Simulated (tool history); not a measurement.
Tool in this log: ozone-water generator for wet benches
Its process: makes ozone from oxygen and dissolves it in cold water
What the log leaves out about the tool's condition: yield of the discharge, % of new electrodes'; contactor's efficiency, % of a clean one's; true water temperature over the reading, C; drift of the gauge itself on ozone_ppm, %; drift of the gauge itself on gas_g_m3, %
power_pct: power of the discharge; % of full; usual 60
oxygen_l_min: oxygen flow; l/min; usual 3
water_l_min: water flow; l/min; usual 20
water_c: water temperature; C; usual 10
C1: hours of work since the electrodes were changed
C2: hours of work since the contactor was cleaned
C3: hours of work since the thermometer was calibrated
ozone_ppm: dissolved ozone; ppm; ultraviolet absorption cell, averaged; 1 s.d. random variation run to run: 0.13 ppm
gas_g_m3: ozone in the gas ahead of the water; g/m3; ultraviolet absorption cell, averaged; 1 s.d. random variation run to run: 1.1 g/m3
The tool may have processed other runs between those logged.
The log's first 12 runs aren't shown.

Run 13, hour 1580.4: usual settings; C1 1364; C2 1948; C3 2943. Result: ozone_ppm 14.9 ppm, gas_g_m3 185.6 g/m3.
Run 14, hour 1670.6: usual settings but water_c 7 C; C1 1420; C2 2004; C3 2999. Result: ozone_ppm 15.2 ppm, gas_g_m3 185 g/m3.
Run 15, hour 1808.7: usual settings but water_c 7 C; C1 1505; C2 2089; C3 3084. Result: ozone_ppm 15.1 ppm, gas_g_m3 184.1 g/m3.
Run 16, hour 1909.9: usual settings but water_c 8 C; C1 1568; C2 2152; C3 3146. Result: ozone_ppm 15 ppm, gas_g_m3 185.3 g/m3.
Run 17, hour 2083.3: usual settings but water_c 8 C; C1 1675; C2 2259; C3 3254. Result: ozone_ppm 15 ppm, gas_g_m3 184.8 g/m3.
Run 18, hour 2204.1: usual settings but water_l_min 23 l/min, water_c 11 C; C1 1750; C2 2334; C3 3328. Result: ozone_ppm 12.4 ppm, gas_g_m3 183.6 g/m3.
Run 19, hour 2374.6: usual settings but oxygen_l_min 4.72 l/min, water_l_min 23 l/min, water_c 11 C; C1 1855; C2 2439; C3 3434. Result: ozone_ppm 12.7 ppm, gas_g_m3 136.4 g/m3.
Run 20, hour 2509.6: usual settings but oxygen_l_min 4.72 l/min, water_l_min 23 l/min, water_c 11 C; C1 1939; C2 2523; C3 3517. Result: ozone_ppm 12.8 ppm, gas_g_m3 136.5 g/m3.
Run 21, hour 2630: usual settings but power_pct 71 % of full, oxygen_l_min 2.06 l/min, water_l_min 21 l/min, water_c 9 C; C1 2013; C2 2597; C3 3592. Result: ozone_ppm 15.5 ppm, gas_g_m3 274.8 g/m3.
Run 22, hour 2803.7: usual settings but power_pct 71 % of full, oxygen_l_min 2.06 l/min, water_l_min 21 l/min, water_c 9 C; C1 2121; C2 2705; C3 3699. Result: ozone_ppm 16 ppm, gas_g_m3 273.3 g/m3.
Run 23, hour 2955.4: usual settings but power_pct 71 % of full, oxygen_l_min 2.06 l/min, water_l_min 21 l/min, water_c 9 C; C1 2214; C2 2798; C3 3793. Result: ozone_ppm 15.9 ppm, gas_g_m3 276.5 g/m3.
Run 24, hour 3104.1: usual settings but power_pct 49 % of full, oxygen_l_min 3.94 l/min, water_l_min 24 l/min, water_c 12 C; C1 2306; C2 2890; C3 3885. Result: ozone_ppm 10.2 ppm, gas_g_m3 127.9 g/m3.
Run 25, hour 3266: usual settings but power_pct 49 % of full, oxygen_l_min 3.94 l/min, water_l_min 24 l/min, water_c 16 C; C1 2406; C2 2990; C3 3985. Result: ozone_ppm 9.7 ppm, gas_g_m3 127.1 g/m3.
Run 26, hour 3385.9: usual settings but power_pct 59 % of full, oxygen_l_min 1.91 l/min, water_l_min 18 l/min, water_c 16 C; C1 2481; C2 3065; C3 4059. Result: ozone_ppm 15.2 ppm, gas_g_m3 245.8 g/m3.
Run 27, hour 3483.5: usual settings but power_pct 59 % of full, oxygen_l_min 1.91 l/min, water_l_min 18 l/min, water_c 16 C; C1 2541; C2 3125; C3 4120. Result: ozone_ppm 15 ppm, gas_g_m3 245.3 g/m3.
Run 28, hour 3610.1: usual settings but power_pct 78 % of full, oxygen_l_min 1.91 l/min, water_l_min 18 l/min, water_c 16 C; C1 2619; C2 3203; C3 4198. Result: ozone_ppm 19.1 ppm, gas_g_m3 312.4 g/m3.
At hour 3698.2: contactor cleaned.
Run 29, hour 3764.5: usual settings but power_pct 78 % of full, oxygen_l_min 1.91 l/min, water_l_min 18 l/min, water_c 16 C; C1 2712; C2 41; C3 4291. Result: ozone_ppm 19.3 ppm, gas_g_m3 312 g/m3.
Run 30, hour 3840.2: usual settings but oxygen_l_min 1.74 l/min, water_l_min 16 l/min; C1 2759; C2 88; C3 4338. Result: ozone_ppm 17.6 ppm, gas_g_m3 262.4 g/m3.

Each row is a separate what-if for the run after 30, all from the same tool condition, not one after another. Results?
Run A, hour 3932.3: usual settings but oxygen_l_min 1.74 l/min, water_l_min 25 l/min; C1 2816; C2 145; C3 4395. Result: ozone_ppm ?, gas_g_m3 ?.
Run B, hour 3932.3: usual settings but power_pct 94 % of full; C1 2816; C2 145; C3 4395. Result: ozone_ppm ?, gas_g_m3 ?.
Run C, hour 3932.3: usual settings but oxygen_l_min 3.62 l/min, water_l_min 23 l/min; C1 2816; C2 145; C3 4395. Result: ozone_ppm ?, gas_g_m3 ?.

run  ozone_ppm  gas_g_m3
  A       10.9       263
  B         22     271.8
  C         13     160.2
Without the tool's unlogged condition, the same runs would have read:
run  ozone_ppm  gas_g_m3
  A       10.9     270.3
  B         22     279.5
  C         13     164.7
